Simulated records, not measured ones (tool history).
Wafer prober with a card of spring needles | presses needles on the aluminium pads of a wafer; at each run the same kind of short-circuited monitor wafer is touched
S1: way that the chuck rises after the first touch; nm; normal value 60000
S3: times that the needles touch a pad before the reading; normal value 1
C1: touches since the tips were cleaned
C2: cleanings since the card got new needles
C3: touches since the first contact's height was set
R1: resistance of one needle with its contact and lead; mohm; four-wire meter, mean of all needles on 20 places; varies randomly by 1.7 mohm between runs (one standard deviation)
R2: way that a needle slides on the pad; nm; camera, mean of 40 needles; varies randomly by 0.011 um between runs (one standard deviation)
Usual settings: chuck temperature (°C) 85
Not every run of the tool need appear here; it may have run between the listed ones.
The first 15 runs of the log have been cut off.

-- hour=436.7 tips cleaned on abrasive film
-- hour=458.1 tips cleaned on abrasive film
run 16 hour=467.1 | S1=60000 chuck_temperature_(°C)=85 S3=1 | C1=2945 C2=27 C3=18344 | R1=316 R2=12630
-- hour=479.2 tips cleaned on abrasive film
-- hour=500.2 tips cleaned on abrasive film
run 17 hour=506 | S1=50000 chuck_temperature_(°C)=34 S3=1 | C1=1873 C2=29 C3=30946 | R1=361 R2=10470
-- hour=523.5 tips cleaned on abrasive film
run 18 hour=526.4 | S1=50000 chuck_temperature_(°C)=34 S3=1 | C1=955 C2=30 C3=37568 | R1=295 R2=10440
-- hour=545.4 tips cleaned on abrasive film
run 19 hour=554.8 | S1=44000 chuck_temperature_(°C)=85 S3=1 | C1=3064 C2=31 C3=46773 | R1=483 R2=9200
-- hour=566.5 tips cleaned on abrasive film
run 20 hour=574.1 | S1=44000 chuck_temperature_(°C)=85 S3=1 | C1=2476 C2=32 C3=53056 | R1=435 R2=9170
-- hour=587.9 tips cleaned on abrasive film
run 21 hour=595.1 | S1=46000 chuck_temperature_(°C)=88 S3=1 | C1=2344 C2=33 C3=59855 | R1=428 R2=9560
-- hour=611.8 tips cleaned on abrasive film
run 22 hour=617.4 | S1=71000 chuck_temperature_(°C)=88 S3=1 | C1=1842 C2=34 C3=67091 | R1=258 R2=14830
-- hour=633 tips cleaned on abrasive film
run 23 hour=650.2 | S1=71000 chuck_temperature_(°C)=62 S3=3 | C1=5580 C2=35 C3=77736 | R1=218 R2=14820
-- hour=655 tips cleaned on abrasive film
-- hour=678 tips cleaned on abrasive film
run 24 hour=688.5 | S1=71000 chuck_temperature_(°C)=62 S3=2 | C1=3428 C2=37 C3=90174 | R1=241 R2=14790
-- hour=693.7 height of the first contact set anew
-- hour=701.7 tips cleaned on abrasive film
-- hour=724.8 tips cleaned on abrasive film
run 25 hour=734.7 | S1=41000 chuck_temperature_(°C)=68 S3=2 | C1=3229 C2=39 C3=13296 | R1=395 R2=8620
-- hour=746.6 tips cleaned on abrasive film
run 26 hour=762.8 | S1=41000 chuck_temperature_(°C)=68 S3=2 | C1=5277 C2=40 C3=22420 | R1=437 R2=8600
-- hour=768 tips cleaned on abrasive film
-- hour=790.8 tips cleaned on abrasive film
run 27 hour=808.6 | S1=41000 chuck_temperature_(°C)=68 S3=2 | C1=5798 C2=42 C3=37293 | R1=444 R2=8570
-- hour=814.4 tips cleaned on abrasive film
-- hour=835.4 tips cleaned on abrasive film
run 28 hour=835.4 | S1=41000 chuck_temperature_(°C)=45 S3=2 | C1=0 C2=44 C3=45968 | R1=201 R2=8530
-- hour=857 tips cleaned on abrasive film
run 29 hour=862.9 | S1=68000 chuck_temperature_(°C)=70 S3=3 | C1=1926 C2=45 C3=54891 | R1=204 R2=14230
-- hour=878.8 tips cleaned on abrasive film
run 30 hour=882.5 | S1=68000 chuck_temperature_(°C)=70 S3=3 | C1=1204 C2=46 C3=61239 | R1=195 R2=14200
-- hour=902.2 tips cleaned on abrasive film
run 31 hour=915.6 | S1=68000 chuck_temperature_(°C)=70 S3=3 | C1=4395 C2=47 C3=72012 | R1=222 R2=14190
-- hour=926.6 tips cleaned on abrasive film
-- hour=947.8 tips cleaned on abrasive film
run 32 hour=948.5 | S1=60000 chuck_temperature_(°C)=27 S3=1 | C1=235 C2=49 C3=82659 | R1=189 R2=12420

Each row is a separate what-if for the run after 32, all from the same tool condition, not one after another. Results?
-- hour=969.1 tips cleaned on abrasive film
run A hour=971 | S1=60000 chuck_temperature_(°C)=30 S3=1 | C1=598 C2=50 C3=89942 | R1=? R2=?
-- hour=969.1 tips cleaned on abrasive film
run B hour=971 | S1=44000 chuck_temperature_(°C)=111 S3=2 | C1=598 C2=50 C3=89942 | R1=? R2=?
-- hour=969.1 tips cleaned on abrasive film
run C hour=971 | S1=60000 chuck_temperature_(°C)=108 S3=2 | C1=598 C2=50 C3=89942 | R1=? R2=?
-- hour=969.1 tips cleaned on abrasive film
run D hour=971 | S1=49000 chuck_temperature_(°C)=85 S3=3 | C1=598 C2=50 C3=89942 | R1=? R2=?

run=A R1=226 R2=12430
run=B R1=252 R2=9070
run=C R1=209 R2=12410
run=D R1=207 R2=10120
With no hidden state in the tool, these same runs would have given:
run=A R1=157 R2=12670
run=B R1=185 R2=9310
run=C R1=172 R2=12650
run=D R1=172 R2=10360

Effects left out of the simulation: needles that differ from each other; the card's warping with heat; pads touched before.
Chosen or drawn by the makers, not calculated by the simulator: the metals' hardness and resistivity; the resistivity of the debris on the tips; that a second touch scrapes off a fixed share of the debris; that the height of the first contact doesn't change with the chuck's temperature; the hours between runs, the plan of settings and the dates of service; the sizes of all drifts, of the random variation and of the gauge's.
